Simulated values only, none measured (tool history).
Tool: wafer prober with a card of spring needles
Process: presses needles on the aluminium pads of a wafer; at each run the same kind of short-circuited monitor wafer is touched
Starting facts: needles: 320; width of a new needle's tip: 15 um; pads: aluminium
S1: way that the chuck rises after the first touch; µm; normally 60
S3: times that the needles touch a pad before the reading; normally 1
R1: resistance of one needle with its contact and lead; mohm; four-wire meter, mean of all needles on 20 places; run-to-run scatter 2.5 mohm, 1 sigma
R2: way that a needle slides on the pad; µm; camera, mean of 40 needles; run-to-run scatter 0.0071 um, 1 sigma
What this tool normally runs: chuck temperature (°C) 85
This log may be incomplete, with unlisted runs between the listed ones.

run 1 hour=0.0 | S1=60 chuck_temperature_(°C)=85 S3=1 | R1=443 R2=11.034
-- hour=3.0 tips cleaned on abrasive film
-- hour=17.5 tips cleaned on abrasive film
-- hour=29.1 tips cleaned on abrasive film
-- hour=43.6 tips cleaned on abrasive film
-- hour=58.1 tips cleaned on abrasive film
-- hour=72.6 tips cleaned on abrasive film
run 2 hour=78.9 | S1=60 chuck_temperature_(°C)=85 S3=1 | R1=422 R2=10.987
-- hour=84.8 tips cleaned on abrasive film
-- hour=96.4 tips cleaned on abrasive film
-- hour=110.9 tips cleaned on abrasive film
-- hour=111.2 height of the first contact set anew
-- hour=125.7 tips cleaned on abrasive film
-- hour=140.2 tips cleaned on abrasive film
-- hour=152.3 tips cleaned on abrasive film
run 3 hour=152.3 | S1=60 chuck_temperature_(°C)=85 S3=1 | R1=298 R2=10.855
-- hour=166.8 tips cleaned on abrasive film
-- hour=181.3 tips cleaned on abrasive film
-- hour=195.8 tips cleaned on abrasive film
run 4 hour=202.7 | S1=60 chuck_temperature_(°C)=85 S3=2 | R1=376 R2=10.827
-- hour=208.6 tips cleaned on abrasive film
-- hour=223.1 tips cleaned on abrasive film
-- hour=237.6 tips cleaned on abrasive film
-- hour=252.1 tips cleaned on abrasive film
-- hour=256.9 height of the first contact set anew
run 5 hour=256.9 | S1=55 chuck_temperature_(°C)=85 S3=2 | R1=376 R2=10.139
-- hour=265.7 tips cleaned on abrasive film
-- hour=280.2 tips cleaned on abrasive film
-- hour=291.8 tips cleaned on abrasive film
run 6 hour=302.5 | S1=55 chuck_temperature_(°C)=85 S3=2 | R1=413 R2=10.101
-- hour=305.5 tips cleaned on abrasive film
-- hour=320.0 tips cleaned on abrasive film
-- hour=331.6 tips cleaned on abrasive film
-- hour=346.1 tips cleaned on abrasive film
run 7 hour=354.3 | S1=55 chuck_temperature_(°C)=85 S3=2 | R1=399 R2=10.079
-- hour=360.1 tips cleaned on abrasive film
-- hour=374.6 tips cleaned on abrasive film
-- hour=386.2 tips cleaned on abrasive film
-- hour=400.7 tips cleaned on abrasive film
-- hour=403.9 height of the first contact set anew
-- hour=415.5 tips cleaned on abrasive film
run 8 hour=419.8 | S1=64 chuck_temperature_(°C)=85 S3=1 | R1=380 R2=11.781
-- hour=428.5 tips cleaned on abrasive film
-- hour=443.0 tips cleaned on abrasive film
-- hour=454.6 tips cleaned on abrasive film
run 9 hour=456.2 | S1=64 chuck_temperature_(°C)=85 S3=2 | R1=316 R2=11.761
-- hour=467.8 tips cleaned on abrasive film
-- hour=482.3 tips cleaned on abrasive film
-- hour=495.2 tips cleaned on abrasive film
run 10 hour=495.2 | S1=60 chuck_temperature_(°C)=85 S3=2 | R1=298 R2=10.983
-- hour=506.8 tips cleaned on abrasive film
-- hour=515.8 height of the first contact set anew, once more
-- hour=521.6 tips cleaned on abrasive film
run 11 hour=532.3 | S1=58 chuck_temperature_(°C)=85 S3=1 | R1=485 R2=10.678
-- hour=535.3 tips cleaned on abrasive film
-- hour=549.8 tips cleaned on abrasive film
-- hour=561.4 tips cleaned on abrasive film
-- hour=575.9 tips cleaned on abrasive film
run 12 hour=577.3 | S1=60 chuck_temperature_(°C)=74 S3=1 | R1=333 R2=11.007
-- hour=588.9 tips cleaned on abrasive film
-- hour=600.5 tips cleaned on abrasive film
-- hour=615.0 tips cleaned on abrasive film
-- hour=626.6 tips cleaned on abrasive film
run 13 hour=632.0 | S1=51 chuck_temperature_(°C)=67 S3=2 | R1=395 R2=9.317
-- hour=640.8 tips cleaned on abrasive film
-- hour=652.4 tips cleaned on abrasive film
-- hour=664.2 height of the first contact set anew
-- hour=667.2 tips cleaned on abrasive film
-- hour=681.7 tips cleaned on abrasive film
-- hour=693.4 tips cleaned on abrasive film
run 14 hour=693.4 | S1=47 chuck_temperature_(°C)=47 S3=2 | R1=310 R2=8.638
-- hour=705.1 tips cleaned on abrasive film
-- hour=719.6 tips cleaned on abrasive film
-- hour=734.1 tips cleaned on abrasive film
-- hour=746.2 tips cleaned on abrasive film
run 15 hour=746.2 | S1=58 chuck_temperature_(°C)=49 S3=2 | R1=293 R2=10.622
-- hour=760.7 tips cleaned on abrasive film
-- hour=775.2 tips cleaned on abrasive film
-- hour=789.7 tips cleaned on abrasive film
-- hour=801.3 tips cleaned on abrasive film
-- hour=810.2 height of the first contact set anew
-- hour=816.1 tips cleaned on abrasive film
run 16 hour=820.8 | S1=58 chuck_temperature_(°C)=49 S3=2 | R1=350 R2=10.690
-- hour=829.5 tips cleaned on abrasive film
-- hour=844.0 tips cleaned on abrasive film
-- hour=855.7 tips cleaned on abrasive film
-- hour=870.2 tips cleaned on abrasive film
run 17 hour=875.3 | S1=58 chuck_temperature_(°C)=49 S3=2 | R1=363 R2=10.642

Each row is a separate what-if for the run after 17, all from the same tool condition, not one after another. Results?
-- hour=884.0 tips cleaned on abrasive film
-- hour=898.5 tips cleaned on abrasive film
-- hour=910.2 tips cleaned on abrasive film
-- hour=924.7 tips cleaned on abrasive film
-- hour=939.2 tips cleaned on abrasive film
run A hour=939.2 | S1=58 chuck_temperature_(°C)=72 S3=2 | R1=? R2=?
-- hour=884.0 tips cleaned on abrasive film
-- hour=898.5 tips cleaned on abrasive film
-- hour=910.2 tips cleaned on abrasive film
-- hour=924.7 tips cleaned on abrasive film
-- hour=939.2 tips cleaned on abrasive film
run B hour=939.2 | S1=44 chuck_temperature_(°C)=59 S3=2 | R1=? R2=?
-- hour=884.0 tips cleaned on abrasive film
-- hour=898.5 tips cleaned on abrasive film
-- hour=910.2 tips cleaned on abrasive film
-- hour=924.7 tips cleaned on abrasive film
-- hour=939.2 tips cleaned on abrasive film
run C hour=939.2 | S1=58 chuck_temperature_(°C)=31 S3=1 | R1=? R2=?

run=A R1=306 R2=10.591
run=B R1=323 R2=8.022
run=C R1=304 R2=10.603
Stripped of hidden state, with their random variation kept, the same runs would have yielded:
run=A R1=286 R2=10.680
run=B R1=290 R2=8.111
run=C R1=273 R2=10.692

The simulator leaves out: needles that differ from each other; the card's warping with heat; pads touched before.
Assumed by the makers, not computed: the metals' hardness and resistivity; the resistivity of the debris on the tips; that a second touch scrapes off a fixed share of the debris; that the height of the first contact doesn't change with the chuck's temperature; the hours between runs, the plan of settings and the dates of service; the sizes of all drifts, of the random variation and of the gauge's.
